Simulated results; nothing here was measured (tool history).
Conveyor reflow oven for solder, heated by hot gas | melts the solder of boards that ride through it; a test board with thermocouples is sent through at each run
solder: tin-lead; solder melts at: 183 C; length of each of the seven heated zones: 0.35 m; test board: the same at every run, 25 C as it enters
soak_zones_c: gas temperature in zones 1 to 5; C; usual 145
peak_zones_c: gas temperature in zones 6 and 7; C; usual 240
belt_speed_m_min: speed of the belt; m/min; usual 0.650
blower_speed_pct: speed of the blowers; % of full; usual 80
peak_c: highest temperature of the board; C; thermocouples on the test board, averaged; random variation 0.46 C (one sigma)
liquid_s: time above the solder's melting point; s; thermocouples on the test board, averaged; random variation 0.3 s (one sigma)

run 1 day=0.000 | soak_zones_c=145 peak_zones_c=240 belt_speed_m_min=0.650 blower_speed_pct=80 | peak_c=219.6 liquid_s=52.0
run 2 day=2.283 | soak_zones_c=145 peak_zones_c=240 belt_speed_m_min=0.650 blower_speed_pct=65 | peak_c=216.0 liquid_s=48.3
run 3 day=3.804 | soak_zones_c=145 peak_zones_c=240 belt_speed_m_min=0.713 blower_speed_pct=80 | peak_c=216.6 liquid_s=44.7
run 4 day=5.104 | soak_zones_c=145 peak_zones_c=240 belt_speed_m_min=0.713 blower_speed_pct=52 | peak_c=206.9 liquid_s=36.0
run 5 day=6.725 | soak_zones_c=145 peak_zones_c=240 belt_speed_m_min=0.713 blower_speed_pct=52 | peak_c=207.9 liquid_s=36.0
run 6 day=8.021 | soak_zones_c=145 peak_zones_c=240 belt_speed_m_min=0.591 blower_speed_pct=80 | peak_c=222.8 liquid_s=59.0
run 7 day=9.604 | soak_zones_c=145 peak_zones_c=240 belt_speed_m_min=0.591 blower_speed_pct=80 | peak_c=223.2 liquid_s=59.0
run 8 day=11.792 | soak_zones_c=145 peak_zones_c=240 belt_speed_m_min=0.591 blower_speed_pct=80 | peak_c=223.0 liquid_s=58.9
-- day=12.992 flux residue cleaned out of gas plates and filters
-- day=13.600 thermocouples of zones 6 and 7 changed
run 9 day=13.600 | soak_zones_c=145 peak_zones_c=240 belt_speed_m_min=0.591 blower_speed_pct=80 | peak_c=223.4 liquid_s=59.0
run 10 day=15.408 | soak_zones_c=145 peak_zones_c=240 belt_speed_m_min=0.591 blower_speed_pct=80 | peak_c=223.0 liquid_s=59.4
run 11 day=17.625 | soak_zones_c=145 peak_zones_c=240 belt_speed_m_min=0.650 blower_speed_pct=80 | peak_c=219.7 liquid_s=51.7
run 12 day=19.062 | soak_zones_c=139 peak_zones_c=240 belt_speed_m_min=0.650 blower_speed_pct=80 | peak_c=218.2 liquid_s=49.1
run 13 day=20.971 | soak_zones_c=145 peak_zones_c=240 belt_speed_m_min=0.650 blower_speed_pct=54 | peak_c=212.1 liquid_s=45.0
run 14 day=23.404 | soak_zones_c=145 peak_zones_c=240 belt_speed_m_min=0.650 blower_speed_pct=54 | peak_c=212.0 liquid_s=44.7
run 15 day=25.442 | soak_zones_c=145 peak_zones_c=230 belt_speed_m_min=0.650 blower_speed_pct=80 | peak_c=212.4 liquid_s=46.2
run 16 day=27.738 | soak_zones_c=145 peak_zones_c=230 belt_speed_m_min=0.650 blower_speed_pct=80 | peak_c=211.6 liquid_s=45.9
run 17 day=29.575 | soak_zones_c=145 peak_zones_c=230 belt_speed_m_min=0.650 blower_speed_pct=80 | peak_c=211.6 liquid_s=46.0
run 18 day=30.675 | soak_zones_c=143 peak_zones_c=240 belt_speed_m_min=0.650 blower_speed_pct=80 | peak_c=219.1 liquid_s=50.3
run 19 day=31.867 | soak_zones_c=145 peak_zones_c=252 belt_speed_m_min=0.650 blower_speed_pct=80 | peak_c=229.0 liquid_s=56.7
-- day=32.817 flux residue cleaned out of gas plates and filters
run 20 day=33.154 | soak_zones_c=130 peak_zones_c=253 belt_speed_m_min=0.596 blower_speed_pct=80 | peak_c=231.4 liquid_s=59.0
run 21 day=35.046 | soak_zones_c=145 peak_zones_c=232 belt_speed_m_min=0.586 blower_speed_pct=88 | peak_c=218.1 liquid_s=56.2
run 22 day=37.450 | soak_zones_c=145 peak_zones_c=232 belt_speed_m_min=0.586 blower_speed_pct=88 | peak_c=218.0 liquid_s=56.7
run 23 day=39.117 | soak_zones_c=145 peak_zones_c=231 belt_speed_m_min=0.694 blower_speed_pct=62 | peak_c=205.3 liquid_s=36.7
run 24 day=41.196 | soak_zones_c=145 peak_zones_c=231 belt_speed_m_min=0.694 blower_speed_pct=62 | peak_c=205.6 liquid_s=36.8
run 25 day=42.796 | soak_zones_c=145 peak_zones_c=240 belt_speed_m_min=0.642 blower_speed_pct=80 | peak_c=219.8 liquid_s=52.5
run 26 day=44.879 | soak_zones_c=147 peak_zones_c=238 belt_speed_m_min=0.583 blower_speed_pct=80 | peak_c=221.9 liquid_s=60.2
run 27 day=46.121 | soak_zones_c=142 peak_zones_c=249 belt_speed_m_min=0.580 blower_speed_pct=60 | peak_c=226.2 liquid_s=60.0
run 28 day=48.038 | soak_zones_c=145 peak_zones_c=240 belt_speed_m_min=0.703 blower_speed_pct=80 | peak_c=216.0 liquid_s=45.8

Forecast each of these 5 alternatives for the next run:
run A day=50.267 | soak_zones_c=145 peak_zones_c=240 belt_speed_m_min=0.575 blower_speed_pct=89 | peak_c=? liquid_s=?
run B day=50.267 | soak_zones_c=145 peak_zones_c=240 belt_speed_m_min=0.738 blower_speed_pct=80 | peak_c=? liquid_s=?
run C day=50.267 | soak_zones_c=143 peak_zones_c=234 belt_speed_m_min=0.650 blower_speed_pct=80 | peak_c=? liquid_s=?
run D day=50.267 | soak_zones_c=141 peak_zones_c=247 belt_speed_m_min=0.738 blower_speed_pct=80 | peak_c=? liquid_s=?
run E day=50.267 | soak_zones_c=160 peak_zones_c=234 belt_speed_m_min=0.707 blower_speed_pct=80 | peak_c=? liquid_s=?

run=A peak_c=225.2 liquid_s=62.9
run=B peak_c=214.7 liquid_s=42.5
run=C peak_c=214.0 liquid_s=47.1
run=D peak_c=220.2 liquid_s=43.7
run=E peak_c=215.5 liquid_s=50.0
Without the tool's hidden state the same runs would have given:
run=A peak_c=225.3 liquid_s=62.9
run=B peak_c=214.8 liquid_s=42.6
run=C peak_c=214.1 liquid_s=47.2
run=D peak_c=220.4 liquid_s=43.7
run=E peak_c=215.6 liquid_s=50.0
